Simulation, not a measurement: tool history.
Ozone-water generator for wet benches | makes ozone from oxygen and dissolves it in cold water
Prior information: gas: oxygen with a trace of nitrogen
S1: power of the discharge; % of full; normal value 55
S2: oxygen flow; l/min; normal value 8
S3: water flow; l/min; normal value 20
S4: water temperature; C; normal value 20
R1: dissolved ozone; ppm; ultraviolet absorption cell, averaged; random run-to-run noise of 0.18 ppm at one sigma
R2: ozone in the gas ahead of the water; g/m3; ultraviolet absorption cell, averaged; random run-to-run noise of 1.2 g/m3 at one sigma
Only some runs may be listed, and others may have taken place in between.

run 1 hour=0 | S1=55 S2=8 S3=20 S4=20 | R1=25.1 R2=212
run 2 hour=74 | S1=55 S2=8 S3=20 S4=20 | R1=24.8 R2=210.7
run 3 hour=153.7 | S1=55 S2=8 S3=20 S4=20 | R1=25.3 R2=211.3
run 4 hour=193.6 | S1=72 S2=8 S3=20 S4=20 | R1=31.3 R2=262.4
run 5 hour=269.2 | S1=72 S2=8 S3=20 S4=20 | R1=31.6 R2=262.7
run 6 hour=345.8 | S1=72 S2=8 S3=20 S4=20 | R1=31.7 R2=261.8
run 7 hour=391 | S1=72 S2=8 S3=20 S4=20 | R1=31.4 R2=262.2
run 8 hour=426.6 | S1=72 S2=8 S3=20 S4=20 | R1=31.1 R2=262
run 9 hour=471.6 | S1=72 S2=8 S3=20 S4=20 | R1=31.4 R2=262.2
run 10 hour=522.3 | S1=59 S2=4.59 S3=29 S4=13 | R1=19.5 R2=276.1
run 11 hour=556.2 | S1=59 S2=5.55 S3=29 S4=19 | R1=19.1 R2=253.9

How would selected steps in R2 from run to run divide? Give the signed amount a tool lacking its hidden state would still show from settings, what came in and random variation, and the signed amount left for the hidden state, including any gauge scatter that is not in both of the compared results.
Unlogged tool condition in this case: yield of the discharge, % of new electrodes'; contactor's efficiency, % of a clean one's; true water temperature over the reading, C; drift of the gauge itself on ozone_ppm, %; drift of the gauge itself on gas_g_m3, %.
Run 3 -> 4: S1 55 -> 72. R2 +51.1 g/m3: hidden state -0.4, all else +51.5.

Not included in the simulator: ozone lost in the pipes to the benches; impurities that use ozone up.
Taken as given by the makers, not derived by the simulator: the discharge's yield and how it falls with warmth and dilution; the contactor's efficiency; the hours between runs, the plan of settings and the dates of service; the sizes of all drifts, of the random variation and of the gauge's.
